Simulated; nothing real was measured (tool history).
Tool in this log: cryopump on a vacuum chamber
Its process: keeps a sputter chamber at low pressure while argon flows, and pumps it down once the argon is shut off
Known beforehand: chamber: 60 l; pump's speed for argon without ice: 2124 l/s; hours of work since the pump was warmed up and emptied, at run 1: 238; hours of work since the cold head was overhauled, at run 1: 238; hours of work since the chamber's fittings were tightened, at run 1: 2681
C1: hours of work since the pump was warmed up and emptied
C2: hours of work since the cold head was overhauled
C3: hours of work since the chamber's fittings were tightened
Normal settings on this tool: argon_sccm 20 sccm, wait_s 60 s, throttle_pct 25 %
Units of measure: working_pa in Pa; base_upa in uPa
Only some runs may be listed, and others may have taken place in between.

{"run": 1, "hour": 0.0, "argon_sccm": 20, "wait_s": 60, "throttle_pct": 25, "C1": 238, "C2": 238, "C3": 2681, "working_pa": 0.0646, "base_upa": 1.45}
{"run": 2, "hour": 12.2, "argon_sccm": 20, "wait_s": 60, "throttle_pct": 25, "C1": 246, "C2": 246, "C3": 2689, "working_pa": 0.0645, "base_upa": 1.43}
{"run": 3, "hour": 22.3, "argon_sccm": 20, "wait_s": 60, "throttle_pct": 25, "C1": 253, "C2": 253, "C3": 2696, "working_pa": 0.0644, "base_upa": 1.44}
{"run": 4, "hour": 35.5, "argon_sccm": 20, "wait_s": 60, "throttle_pct": 25, "C1": 262, "C2": 262, "C3": 2706, "working_pa": 0.0651, "base_upa": 1.44}
{"run": 5, "hour": 50.3, "argon_sccm": 20, "wait_s": 60, "throttle_pct": 25, "C1": 273, "C2": 273, "C3": 2716, "working_pa": 0.0642, "base_upa": 1.46}
{"run": 6, "hour": 68.5, "argon_sccm": 20, "wait_s": 60, "throttle_pct": 25, "C1": 285, "C2": 285, "C3": 2728, "working_pa": 0.065, "base_upa": 1.44}
{"run": 7, "hour": 83.2, "argon_sccm": 20, "wait_s": 60, "throttle_pct": 25, "C1": 296, "C2": 296, "C3": 2739, "working_pa": 0.0658, "base_upa": 1.45}
{"run": 8, "hour": 103.0, "argon_sccm": 20, "wait_s": 60, "throttle_pct": 25, "C1": 309, "C2": 309, "C3": 2752, "working_pa": 0.0656, "base_upa": 1.51}
{"run": 9, "hour": 112.5, "argon_sccm": 20, "wait_s": 60, "throttle_pct": 25, "C1": 316, "C2": 316, "C3": 2759, "working_pa": 0.0653, "base_upa": 1.45}
{"run": 10, "hour": 123.4, "argon_sccm": 20, "wait_s": 60, "throttle_pct": 25, "C1": 323, "C2": 323, "C3": 2766, "working_pa": 0.0646, "base_upa": 1.48}
{"run": 11, "hour": 141.3, "argon_sccm": 20, "wait_s": 60, "throttle_pct": 25, "C1": 336, "C2": 336, "C3": 2779, "working_pa": 0.0655, "base_upa": 1.52}
{"run": 12, "hour": 152.5, "argon_sccm": 20, "wait_s": 60, "throttle_pct": 18, "C1": 344, "C2": 344, "C3": 2787, "working_pa": 0.0904, "base_upa": 1.46}
{"run": 13, "hour": 162.5, "argon_sccm": 20, "wait_s": 60, "throttle_pct": 18, "C1": 351, "C2": 351, "C3": 2794, "working_pa": 0.0891, "base_upa": 1.5}
{"run": 14, "hour": 180.4, "argon_sccm": 20, "wait_s": 60, "throttle_pct": 29, "C1": 363, "C2": 363, "C3": 2806, "working_pa": 0.056, "base_upa": 1.48}
{"run": 15, "hour": 191.5, "argon_sccm": 18, "wait_s": 60, "throttle_pct": 24, "C1": 371, "C2": 371, "C3": 2814, "working_pa": 0.062, "base_upa": 1.53}
{"run": 16, "hour": 204.5, "argon_sccm": 30, "wait_s": 94, "throttle_pct": 25, "C1": 380, "C2": 380, "C3": 2823, "working_pa": 0.0983, "base_upa": 1.28}

Expected results for the next run?
{"run": 17, "hour": 221.2, "argon_sccm": 30, "wait_s": 94, "throttle_pct": 25, "C1": 391, "C2": 391, "C3": 2834, "working_pa": "?", "base_upa": "?"}

working_pa: 0.0981 Pa
base_upa: 1.37 uPa
With the hidden condition absent and the run-to-run variation left alone, this run would have shown working_pa 0.0953 Pa, base_upa 0.51 uPa.

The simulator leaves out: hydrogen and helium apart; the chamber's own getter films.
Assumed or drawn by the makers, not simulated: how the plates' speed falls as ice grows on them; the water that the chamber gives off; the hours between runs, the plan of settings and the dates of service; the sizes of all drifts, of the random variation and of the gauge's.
